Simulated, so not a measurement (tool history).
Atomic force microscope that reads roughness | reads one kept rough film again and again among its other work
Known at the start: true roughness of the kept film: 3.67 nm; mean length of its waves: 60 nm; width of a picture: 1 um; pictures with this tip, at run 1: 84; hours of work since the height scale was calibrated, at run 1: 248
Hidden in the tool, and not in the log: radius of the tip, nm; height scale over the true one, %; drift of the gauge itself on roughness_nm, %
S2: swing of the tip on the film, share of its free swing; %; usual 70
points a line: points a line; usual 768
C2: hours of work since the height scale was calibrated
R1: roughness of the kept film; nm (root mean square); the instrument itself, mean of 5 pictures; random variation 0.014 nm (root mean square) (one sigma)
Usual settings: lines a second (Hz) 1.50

{"run": 1, "hour": 0.0, "lines a second (Hz)": 1.5, "S2": 70, "points a line": 768, "pictures with this tip": 84, "C2": 248, "R1": 3.15}
{"hour": 19.2, "done": "new tip fitted"}
{"run": 2, "hour": 27.3, "lines a second (Hz)": 1.5, "S2": 70, "points a line": 768, "pictures with this tip": 11, "C2": 261, "R1": 3.323}
{"run": 3, "hour": 44.5, "lines a second (Hz)": 1.5, "S2": 70, "points a line": 768, "pictures with this tip": 35, "C2": 270, "R1": 3.303}
{"run": 4, "hour": 73.6, "lines a second (Hz)": 1.5, "S2": 66, "points a line": 768, "pictures with this tip": 74, "C2": 284, "R1": 3.211}
{"hour": 100.1, "done": "new tip fitted"}
{"run": 5, "hour": 100.1, "lines a second (Hz)": 1.5, "S2": 66, "points a line": 768, "pictures with this tip": 0, "C2": 297, "R1": 3.388}
{"run": 6, "hour": 124.7, "lines a second (Hz)": 1.5, "S2": 66, "points a line": 768, "pictures with this tip": 34, "C2": 310, "R1": 3.285}
{"run": 7, "hour": 146.0, "lines a second (Hz)": 2.69, "S2": 74, "points a line": 606, "pictures with this tip": 63, "C2": 320, "R1": 3.094}
{"run": 8, "hour": 174.2, "lines a second (Hz)": 0.96, "S2": 62, "points a line": 768, "pictures with this tip": 101, "C2": 334, "R1": 3.193}
{"hour": 180.8, "done": "new tip fitted"}
{"run": 9, "hour": 188.6, "lines a second (Hz)": 0.96, "S2": 62, "points a line": 768, "pictures with this tip": 11, "C2": 341, "R1": 3.417}
{"run": 10, "hour": 204.5, "lines a second (Hz)": 3.08, "S2": 69, "points a line": 466, "pictures with this tip": 32, "C2": 349, "R1": 3.203}
{"run": 11, "hour": 221.0, "lines a second (Hz)": 3.08, "S2": 69, "points a line": 466, "pictures with this tip": 55, "C2": 357, "R1": 3.131}

5 ways to go on from here, each from the tool as it stands after run 11. What would each give?
{"run": "A", "hour": 234.3, "lines a second (Hz)": 3.08, "S2": 87, "points a line": 821, "pictures with this tip": 73, "C2": 364, "R1": "?"}
{"run": "B", "hour": 234.3, "lines a second (Hz)": 3.77, "S2": 79, "points a line": 768, "pictures with this tip": 73, "C2": 364, "R1": "?"}
{"run": "C", "hour": 234.3, "lines a second (Hz)": 1.5, "S2": 70, "points a line": 477, "pictures with this tip": 73, "C2": 364, "R1": "?"}
{"run": "D", "hour": 234.3, "lines a second (Hz)": 2.62, "S2": 59, "points a line": 483, "pictures with this tip": 73, "C2": 364, "R1": "?"}
{"run": "E", "hour": 234.3, "lines a second (Hz)": 1.36, "S2": 70, "points a line": 768, "pictures with this tip": 73, "C2": 364, "R1": "?"}

run=A R1=2.805
run=B R1=2.899
run=C R1=3.202
run=D R1=3.199
run=E R1=3.192
Without the tool's hidden state the same runs would have given:
run=A R1=2.985
run=B R1=3.085
run=C R1=3.407
run=D R1=3.404
run=E R1=3.397
